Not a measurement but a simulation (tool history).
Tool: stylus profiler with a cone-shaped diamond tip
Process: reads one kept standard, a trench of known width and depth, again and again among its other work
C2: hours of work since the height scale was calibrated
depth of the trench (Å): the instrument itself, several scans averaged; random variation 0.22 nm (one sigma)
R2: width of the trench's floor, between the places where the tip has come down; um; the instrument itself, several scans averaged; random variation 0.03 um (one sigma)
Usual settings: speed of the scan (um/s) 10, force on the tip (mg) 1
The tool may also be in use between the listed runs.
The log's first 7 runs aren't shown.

{"run": 8, "day": 17.712, "speed of the scan (um/s)": 10, "force on the tip (mg)": 0.53, "scans with this tip": 594, "C2": 49, "depth of the trench (Å)": 10056.3, "R2": 16.26}
{"run": 9, "day": 19.367, "speed of the scan (um/s)": 10, "force on the tip (mg)": 2.4, "scans with this tip": 830, "C2": 69, "depth of the trench (Å)": 10142.9, "R2": 16.3}
{"run": 10, "day": 21.892, "speed of the scan (um/s)": 10, "force on the tip (mg)": 1, "scans with this tip": 1190, "C2": 98, "depth of the trench (Å)": 10083.5, "R2": 16.21}
{"run": 11, "day": 25.421, "speed of the scan (um/s)": 10, "force on the tip (mg)": 1.03, "scans with this tip": 1694, "C2": 140, "depth of the trench (Å)": 10085.1, "R2": 16.09}
{"run": 12, "day": 28.054, "speed of the scan (um/s)": 10, "force on the tip (mg)": 0.55, "scans with this tip": 2069, "C2": 171, "depth of the trench (Å)": 10055.3, "R2": 16.03}
{"run": 13, "day": 30.075, "speed of the scan (um/s)": 10, "force on the tip (mg)": 0.55, "scans with this tip": 2358, "C2": 195, "depth of the trench (Å)": 10059.4, "R2": 15.97}
{"run": 14, "day": 33.288, "speed of the scan (um/s)": 10, "force on the tip (mg)": 0.55, "scans with this tip": 2817, "C2": 233, "depth of the trench (Å)": 10061.4, "R2": 15.86}
{"run": 15, "day": 34.929, "speed of the scan (um/s)": 10, "force on the tip (mg)": 0.55, "scans with this tip": 3051, "C2": 252, "depth of the trench (Å)": 10060.9, "R2": 15.77}
{"run": 16, "day": 38.638, "speed of the scan (um/s)": 6, "force on the tip (mg)": 0.55, "scans with this tip": 3580, "C2": 296, "depth of the trench (Å)": 10065.2, "R2": 15.74}
{"run": 17, "day": 40.596, "speed of the scan (um/s)": 6, "force on the tip (mg)": 0.71, "scans with this tip": 3859, "C2": 319, "depth of the trench (Å)": 10068.3, "R2": 15.71}
{"run": 18, "day": 44.367, "speed of the scan (um/s)": 6, "force on the tip (mg)": 0.71, "scans with this tip": 4397, "C2": 363, "depth of the trench (Å)": 10074.3, "R2": 15.69}
{"run": 19, "day": 47.042, "speed of the scan (um/s)": 26, "force on the tip (mg)": 1.14, "scans with this tip": 4779, "C2": 395, "depth of the trench (Å)": 10097, "R2": 15.41}
{"run": 20, "day": 49.654, "speed of the scan (um/s)": 4, "force on the tip (mg)": 1.35, "scans with this tip": 5151, "C2": 426, "depth of the trench (Å)": 10102.8, "R2": 15.58}
{"run": 21, "day": 51.517, "speed of the scan (um/s)": 4, "force on the tip (mg)": 1.35, "scans with this tip": 5418, "C2": 448, "depth of the trench (Å)": 10101.6, "R2": 15.46}
{"day": 51.821, "done": "height scale calibrated on a step standard"}
{"run": 22, "day": 54.017, "speed of the scan (um/s)": 12, "force on the tip (mg)": 1.99, "scans with this tip": 5771, "C2": 26, "depth of the trench (Å)": 10141.6, "R2": 15.38}

Forecast run 23:
{"run": 23, "day": 55.938, "speed of the scan (um/s)": 20, "force on the tip (mg)": 0.47, "scans with this tip": 6045, "C2": 49, "depth of the trench (Å)": "?", "R2": "?"}

depth of the trench (Å): 10067.1
R2: 15.14 um
Without the tool's hidden state the same run would have given depth of the trench (Å) 10044.8, R2 16.25 um.
